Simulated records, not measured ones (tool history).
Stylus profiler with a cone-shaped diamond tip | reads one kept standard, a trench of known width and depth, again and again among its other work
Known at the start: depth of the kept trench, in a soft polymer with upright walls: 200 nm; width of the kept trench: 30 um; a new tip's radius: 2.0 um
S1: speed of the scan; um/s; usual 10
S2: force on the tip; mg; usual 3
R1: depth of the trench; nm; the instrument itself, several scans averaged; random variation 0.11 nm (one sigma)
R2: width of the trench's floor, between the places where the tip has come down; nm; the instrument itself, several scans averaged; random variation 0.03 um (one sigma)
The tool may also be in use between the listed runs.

{"run": 1, "day": 0.0, "S1": 10, "S2": 3, "R1": 202.56, "R2": 28170}
{"run": 2, "day": 5.692, "S1": 10, "S2": 3, "R1": 202.57, "R2": 28120}
{"run": 3, "day": 9.067, "S1": 10, "S2": 3, "R1": 202.43, "R2": 28070}
{"run": 4, "day": 14.125, "S1": 10, "S2": 3, "R1": 202.71, "R2": 28030}
{"run": 5, "day": 19.3, "S1": 10, "S2": 5.18, "R1": 203.79, "R2": 28020}
{"run": 6, "day": 24.379, "S1": 10, "S2": 5.18, "R1": 203.65, "R2": 27980}
{"run": 7, "day": 29.35, "S1": 10, "S2": 1.66, "R1": 201.57, "R2": 27890}
{"run": 8, "day": 34.117, "S1": 10, "S2": 7.16, "R1": 204.45, "R2": 27880}
{"run": 9, "day": 38.533, "S1": 10, "S2": 2.02, "R1": 201.68, "R2": 27850}
{"run": 10, "day": 41.15, "S1": 10, "S2": 2.02, "R1": 201.63, "R2": 27820}
{"run": 11, "day": 44.75, "S1": 10, "S2": 2.02, "R1": 201.59, "R2": 27740}
{"run": 12, "day": 47.371, "S1": 10, "S2": 2.02, "R1": 201.51, "R2": 27780}
{"day": 47.708, "done": "height scale calibrated on a step standard"}
{"run": 13, "day": 50.45, "S1": 10, "S2": 3, "R1": 202.21, "R2": 27720}
{"run": 14, "day": 54.079, "S1": 10, "S2": 7.09, "R1": 204.25, "R2": 27720}
{"run": 15, "day": 57.758, "S1": 10, "S2": 7.09, "R1": 204.12, "R2": 27730}
{"run": 16, "day": 61.783, "S1": 10, "S2": 2.65, "R1": 201.67, "R2": 27640}
{"day": 64.296, "done": "new tip fitted, height scale calibrated"}
{"run": 17, "day": 65.15, "S1": 10, "S2": 2.65, "R1": 202.34, "R2": 28260}
{"day": 70.712, "done": "height scale calibrated on a step standard, once more"}
{"run": 18, "day": 70.712, "S1": 10, "S2": 2.51, "R1": 202.54, "R2": 28140}
{"run": 19, "day": 76.471, "S1": 10, "S2": 2.51, "R1": 202.52, "R2": 28140}
{"run": 20, "day": 79.792, "S1": 4, "S2": 1.12, "R1": 201.24, "R2": 28090}
{"run": 21, "day": 85.496, "S1": 15, "S2": 2.5, "R1": 202.22, "R2": 28060}
{"run": 22, "day": 90.925, "S1": 15, "S2": 2.5, "R1": 202.32, "R2": 28020}
{"run": 23, "day": 95.358, "S1": 16, "S2": 3, "R1": 202.43, "R2": 27940}
{"run": 24, "day": 98.467, "S1": 16, "S2": 3, "R1": 202.51, "R2": 27910}
{"run": 25, "day": 101.712, "S1": 34, "S2": 1.26, "R1": 201.15, "R2": 27710}
{"run": 26, "day": 107.217, "S1": 34, "S2": 1.26, "R1": 201.07, "R2": 27680}
{"run": 27, "day": 113.062, "S1": 34, "S2": 1.26, "R1": 201.07, "R2": 27660}
{"run": 28, "day": 118.088, "S1": 8, "S2": 6.59, "R1": 203.75, "R2": 27800}
{"run": 29, "day": 122.021, "S1": 8, "S2": 6.59, "R1": 203.86, "R2": 27750}
{"run": 30, "day": 125.183, "S1": 12, "S2": 1.1, "R1": 201.02, "R2": 27650}

Some steps in R1 between neighbouring runs. How much of each would the tool show without its hidden state too (settings, what came in, random variation), and how much is left for the hidden state, with any gauge scatter that isn't in both results?
The hidden state here: radius of the tip, um; height scale over the true one, %; drift of the gauge itself on depth_nm, %; drift of the gauge itself on floor_um, %.
Run 7 -> 8: S2 1.66 -> 7.16. R1 +2.88 nm: hidden state -0.05, all else +2.93.
Run 8 -> 9: S2 7.16 -> 2.02. R1 -2.77 nm: hidden state -0.04, all else -2.73.
Run 12 -> 13: S2 2.02 -> 3, height scale calibrated on a step standard. R1 +0.7 nm: hidden state -0.11, all else +0.81.
Run 16 -> 17: new tip fitted, height scale calibrated. R1 +0.67 nm: hidden state +0.67, all else +0.
Run 17 -> 18: S2 2.65 -> 2.51, height scale calibrated on a step standard, once more. R1 +0.2 nm: hidden state +0.1, all else +0.1.
Run 29 -> 30: S1 8 -> 12, S2 6.59 -> 1.1. R1 -2.84 nm: hidden state -0.02, all else -2.82.
